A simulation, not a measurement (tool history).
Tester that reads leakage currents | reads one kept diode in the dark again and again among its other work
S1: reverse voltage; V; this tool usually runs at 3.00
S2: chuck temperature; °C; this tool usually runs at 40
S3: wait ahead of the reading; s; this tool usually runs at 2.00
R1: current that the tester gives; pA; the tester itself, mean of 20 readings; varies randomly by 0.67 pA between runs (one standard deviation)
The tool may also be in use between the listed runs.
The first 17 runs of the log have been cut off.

Run 18, hour 1808.9: usual settings but S3 0.58 s. Result: R1 222.88 pA.
Run 19, hour 1952.4: usual settings but S2 33 °C. Result: R1 139.16 pA.
Run 20, hour 2021.8: usual settings but S2 33 °C. Result: R1 139.06 pA.
Run 21, hour 2092.2: usual settings but S2 29 °C, S3 1.82 s. Result: R1 105.63 pA.
Run 22, hour 2164.8: usual settings but S2 29 °C, S3 2.73 s. Result: R1 105.43 pA.
Run 23, hour 2233.8: usual settings but S2 59 °C, S3 3.96 s. Result: R1 709.23 pA.
Run 24, hour 2356.2: usual settings but S1 19.29 V, S2 59 °C, S3 2.23 s. Result: R1 1942.16 pA.
Run 25, hour 2429.1: usual settings but S1 19.29 V, S2 20 °C, S3 0.43 s. Result: R1 181.10 pA.
Run 26, hour 2565.6: usual settings but S1 1.31 V, S3 3.97 s. Result: R1 138.67 pA.
Run 27, hour 2646.7: usual settings but S1 8.53 V, S2 28 °C, S3 3.97 s. Result: R1 176.47 pA.
Run 28, hour 2747.8: usual settings but S1 8.53 V, S2 28 °C, S3 3.97 s. Result: R1 176.22 pA.
Run 29, hour 2825.1: usual settings but S1 2.22 V, S3 6.91 s. Result: R1 184.14 pA.
Run 30, hour 2922.3: usual settings but S1 2.22 V, S2 45 °C, S3 0.62 s. Result: R1 255.17 pA.
At hour 2969.7: probe card cleaned and baked.
Run 31, hour 3033.2: usual settings but S1 2.22 V, S2 45 °C, S3 0.62 s. Result: R1 250.70 pA.
Run 32, hour 3172.7: usual settings but S1 5.91 V, S2 39 °C. Result: R1 287.58 pA.
Run 33, hour 3311.2: usual settings but S1 5.91 V, S2 39 °C. Result: R1 287.63 pA.
Run 34, hour 3446.7: usual settings but S1 1.63 V, S2 47 °C, S3 0.48 s. Result: R1 240.17 pA.
Run 35, hour 3567.6: usual settings but S2 26 °C. Result: R1 81.27 pA.
Run 36, hour 3630.5: usual settings but S1 2.34 V, S2 26 °C, S3 1.25 s. Result: R1 70.68 pA.
Run 37, hour 3726.7: usual settings but S1 3.38 V. Result: R1 224.96 pA.
Run 38, hour 3825.1: usual settings but S1 2.01 V, S2 39 °C, S3 2.06 s. Result: R1 158.15 pA.
At hour 3962.8: chuck's temperature calibrated.
Run 39, hour 3962.8: usual settings but S1 14.36 V, S2 21 °C. Result: R1 142.24 pA.

Alternative continuations, all from the tool just after run 39; predict every row:
Run A, hour 4039.5: usual settings but S1 14.36 V, S2 56 °C. Result: R1 ?.
Run B, hour 4039.5: usual settings but S1 13.65 V, S2 23 °C. Result: R1 ?.
Run C, hour 4039.5: usual settings but S1 16.86 V. Result: R1 ?.

run       R1
  A  1408.30
  B   158.02
  C   566.93
Take away the tool's hidden state, keep each run's random variation, and the runs would have read:
run       R1
  A  1426.84
  B   157.68
  C   572.36

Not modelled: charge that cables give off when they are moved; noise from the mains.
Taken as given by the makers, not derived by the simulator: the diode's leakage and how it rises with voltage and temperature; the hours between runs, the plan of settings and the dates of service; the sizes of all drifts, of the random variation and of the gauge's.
